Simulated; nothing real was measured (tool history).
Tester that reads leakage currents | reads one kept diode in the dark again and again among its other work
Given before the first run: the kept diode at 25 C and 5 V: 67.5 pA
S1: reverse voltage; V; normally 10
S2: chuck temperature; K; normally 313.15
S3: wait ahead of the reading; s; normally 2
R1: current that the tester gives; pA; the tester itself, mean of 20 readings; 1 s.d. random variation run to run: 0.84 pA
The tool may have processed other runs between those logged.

run	hour	S1	S2	S3	R1
1	0	10	313.15	2	288.11
2	17.9	10	313.15	2	288.28
3	37.3	10	313.15	2	289.17
4	57.3	6.6	313.15	2	246.34
5	84.1	10	313.15	1.71	289.75
6	119.8	10	313.15	1.71	288.56
7	146.8	10	313.15	1.71	290.07
8	168.5	10	313.15	1.71	290.28
9	203.6	10	317.15	2	386.35
10	223.4	10	317.15	2	384.84
11	250.2	10	317.15	2	386.17
12	280	10	317.15	2	382.83
13	306.7	13.5	317.15	2	433.51
14	332.3	13.5	317.15	1.65	437.63
15	360	13.5	303.15	1.65	158.17
16	385.4	10	313.15	2	293.89
17	406	10	313.15	2	291.46
18	426.7	3.1	296.15	1.11	51.96
19	444.9	3.1	296.15	1.11	51.99
20	476.4	17.5	323.15	1.11	727.49
21	495.7	4.1	323.15	0.4	419.69
22	518.6	5.7	333.15	0.68	921.91
23	542.8	5.5	333.15	4.37	907.13
# hour 547.5: probe card cleaned and baked
24	576.8	5.5	333.15	4.37	912.39
25	593.4	15.6	313.15	3.89	351.65
26	608.8	15.6	313.15	3.89	354.19

Run 27 has not been measured yet. What should we expect?
27	633.6	10	305.15	2.99	?

R1: 166.27 pA
On a tool with no hidden condition, and with the same random variation, this run would have come out at R1 153.03 pA.

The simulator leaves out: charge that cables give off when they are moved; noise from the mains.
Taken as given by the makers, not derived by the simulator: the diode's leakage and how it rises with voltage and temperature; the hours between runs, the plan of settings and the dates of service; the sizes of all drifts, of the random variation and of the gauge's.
